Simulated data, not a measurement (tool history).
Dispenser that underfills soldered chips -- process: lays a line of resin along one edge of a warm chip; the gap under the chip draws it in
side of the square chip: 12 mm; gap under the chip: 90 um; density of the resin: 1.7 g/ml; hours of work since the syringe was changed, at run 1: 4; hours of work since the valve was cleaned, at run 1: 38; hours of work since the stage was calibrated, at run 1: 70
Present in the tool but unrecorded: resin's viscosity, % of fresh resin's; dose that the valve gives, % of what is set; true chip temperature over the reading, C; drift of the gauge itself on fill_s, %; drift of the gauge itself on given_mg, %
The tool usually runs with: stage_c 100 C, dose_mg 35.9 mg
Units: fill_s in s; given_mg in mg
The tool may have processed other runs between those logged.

run	hour	stage_c	dose_mg	hours of work since the syringe was changed	hours of work since the valve was cleaned	hours of work since the stage was calibrated	fill_s	given_mg
1	0.0	100	35.9	4	38	70	39.6	34.88
2	2.9	100	35.9	6	40	72	47.1	34.89
3	5.6	100	36.9	7	42	74	54.1	35.94
# hour 6.5: new syringe of resin
4	10.9	100	36.9	3	45	77	36.2	35.93
5	16.6	100	36.9	7	49	81	51.6	35.75
# hour 18.6: new syringe of resin
6	21.6	100	36.9	2	52	84	33.6	35.63
7	25.5	100	36.9	5	55	87	42.2	35.40
# hour 30.5: new syringe of resin
8	30.6	100	36.9	0	58	90	28.2	35.42
9	35.1	108	35.9	3	61	93	27.0	34.42
# hour 38.1: dispensing valve cleaned and set on the balance
10	40.3	100	36.2	6	1	96	45.8	36.09
# hour 43.7: new syringe of resin
11	44.4	100	33.1	0	4	98	29.2	32.80
12	48.6	100	35.9	3	7	101	37.9	35.58
13	52.2	100	35.9	6	9	103	46.7	35.66
# hour 55.9: new syringe of resin
14	57.2	100	35.9	1	12	107	30.3	35.45
15	61.8	100	35.9	4	15	110	39.1	35.39
16	67.5	100	35.9	8	19	113	54.9	35.57
# hour 68.2: new syringe of resin
17	71.3	100	33.5	2	21	116	34.7	32.95
18	74.8	100	35.9	4	24	118	40.8	35.27
19	79.0	100	35.9	7	26	121	51.7	35.28
# hour 80.1: new syringe of resin
20	82.5	100	35.9	2	29	123	32.0	34.96
21	87.8	100	35.9	5	32	126	42.7	35.11
# hour 92.3: new syringe of resin
22	93.2	100	35.6	1	35	130	29.9	34.57
23	98.8	107	30.5	4	39	133	34.0	29.70
# hour 104.6: new syringe of resin
24	104.8	90	40.2	0	43	137	44.0	39.06
25	108.8	113	42.5	3	46	140	22.7	41.06
26	112.3	101	42.6	5	48	142	43.7	41.13
# hour 116.8: new syringe of resin
27	118.2	100	33.4	1	52	146	31.2	32.14
28	122.1	100	33.4	4	54	148	39.8	31.99
29	127.1	100	33.4	7	57	152	53.2	32.14
# hour 129.1: new syringe of resin
30	132.0	113	34.5	2	61	155	20.9	33.13
# hour 135.0: dispensing valve cleaned and set on the balance
31	137.8	113	34.5	5	2	158	28.0	34.39
# hour 142.3: new syringe of resin
32	143.5	102	42.7	1	5	162	28.1	42.63
33	147.6	91	39.2	3	8	164	55.4	39.11
34	153.6	98	33.8	7	12	168	60.3	33.73

The next listed run, before its measurement:
# hour 154.4: new syringe of resin
35	159.0	100	41.8	3	15	172	?	?

fill_s: 37.1 s
given_mg: 41.38 mg
Had the tool carried no hidden state, the very same run would have given fill_s 27.6 s, given_mg 41.75 mg.

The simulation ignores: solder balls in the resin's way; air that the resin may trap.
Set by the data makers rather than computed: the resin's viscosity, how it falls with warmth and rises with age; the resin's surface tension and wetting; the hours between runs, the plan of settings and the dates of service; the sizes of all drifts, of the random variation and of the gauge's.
